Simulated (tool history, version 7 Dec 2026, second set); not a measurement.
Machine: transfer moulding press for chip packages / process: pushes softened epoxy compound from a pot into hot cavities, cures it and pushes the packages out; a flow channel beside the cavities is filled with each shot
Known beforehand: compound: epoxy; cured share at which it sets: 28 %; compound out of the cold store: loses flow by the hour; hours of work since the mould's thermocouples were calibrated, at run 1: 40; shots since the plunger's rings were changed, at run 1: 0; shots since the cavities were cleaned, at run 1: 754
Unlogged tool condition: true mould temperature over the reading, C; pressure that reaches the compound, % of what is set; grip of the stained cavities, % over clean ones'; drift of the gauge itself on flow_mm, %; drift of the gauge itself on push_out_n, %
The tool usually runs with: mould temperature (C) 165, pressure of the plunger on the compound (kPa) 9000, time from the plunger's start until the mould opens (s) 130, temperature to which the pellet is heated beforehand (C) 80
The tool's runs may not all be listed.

run	hour	mould temperature (C)	pressure of the plunger on the compound (kPa)	time from the plunger's start until the mould opens (s)	temperature to which the pellet is heated beforehand (C)	hours of work since the mould's thermocouples were calibrated	shots since the plunger's rings were changed	shots since the cavities were cleaned	incoming compound's hours out of the cold store	length that the compound runs in the flow channel (mm)	greatest force on the pins that push the packages out (N)
1	0	165	9000	130	80	40	0	754	19.1	732	568
# hour 18.3: cavities cleaned with cleaning compound and waxed
2	25.2	165	9000	130	80	50	144	42	16	735	734
3	60	165	9000	126	80	65	355	253	40.9	672	737
4	105.3	165	8700	126	80	85	629	527	29.1	684	709
5	130	165	9000	130	78	96	779	677	15.3	720	709
# hour 160.9: cavities cleaned with cleaning compound and waxed
6	183.1	165	9000	130	78	118	1092	135	23.7	702	368
7	209.3	165	9000	130	78	130	1251	294	27.5	683	444
8	253.1	165	9000	155	80	149	1517	560	27.1	689	471
9	280.3	165	9000	130	80	160	1681	724	39.8	658	547
# hour 294.1: cavities cleaned with cleaning compound and waxed, once more
10	322.9	165	9000	130	80	178	1931	175	18.4	702	380
11	359.9	165	9000	130	80	195	2155	399	41.1	651	463
12	402.7	165	9000	130	80	213	2415	659	43.2	635	525
# hour 434.1: cavities cleaned with cleaning compound and waxed
13	441.4	165	9000	151	80	229	2640	44	8.2	701	298
14	493	165	9000	151	80	252	2953	357	25.9	665	413
15	544.5	165	9000	151	80	274	3265	669	35.8	645	488
16	568.3	165	9000	113	80	285	3410	814	18.2	675	674
# hour 576.1: cavities cleaned with cleaning compound and waxed
17	612.5	165	9000	113	80	303	3669	221	22.9	666	481
18	658.1	165	9000	113	81	323	3945	497	12.2	684	606
19	698.9	165	9000	162	80	341	4193	745	12.7	679	494
# hour 718.3: cavities cleaned with cleaning compound and waxed
20	722.1	172	8120	142	79	350	4325	24	33.3	571	266
21	745.2	172	8120	142	79	360	4465	164	13	619	321
22	771.2	165	7110	130	80	372	4622	321	22.1	584	446
23	807.5	167	7110	130	73	388	4842	541	11.4	586	488
24	837.9	165	9000	147	80	401	5027	726	14.1	660	503
# hour 859: cavities cleaned with cleaning compound and waxed
25	887.4	165	9000	147	80	422	5318	172	10.3	662	349
26	925.3	165	8910	130	81	438	5548	402	24.1	624	463
27	963.8	165	8910	130	81	455	5781	635	26	626	523
# hour 987.9: plunger's sealing rings changed
# hour 1001.4: cavities cleaned with cleaning compound and waxed
28	1014.6	165	9000	116	80	475	153	80	29.5	686	369
29	1048.4	158	9000	130	77	490	358	285	12.1	766	640

Measured less the same run without the tool's hidden state. The same run-to-run variation is in both; the gauge's scatter may not be:
run	length that the compound runs in the flow channel (mm)	greatest force on the pins that push the packages out (N)
1	-1	+277
2	-3	+452
3	-6	+437
4	-9	+408
5	-12	+411
6	-16	+83
7	-18	+156
8	-22	+215
9	-24	+268
10	-29	+93
11	-30	+182
12	-33	+254
13	-40	+31
14	-42	+157
15	-45	+236
16	-49	+323
17	-52	+143
18	-58	+256
19	-62	+246
20	-53	+17
21	-61	+81
22	-59	+159
23	-63	+220
24	-73	+243
25	-79	+93
26	-77	+180
27	-81	+243
28	-9	+38
29	-14	+190
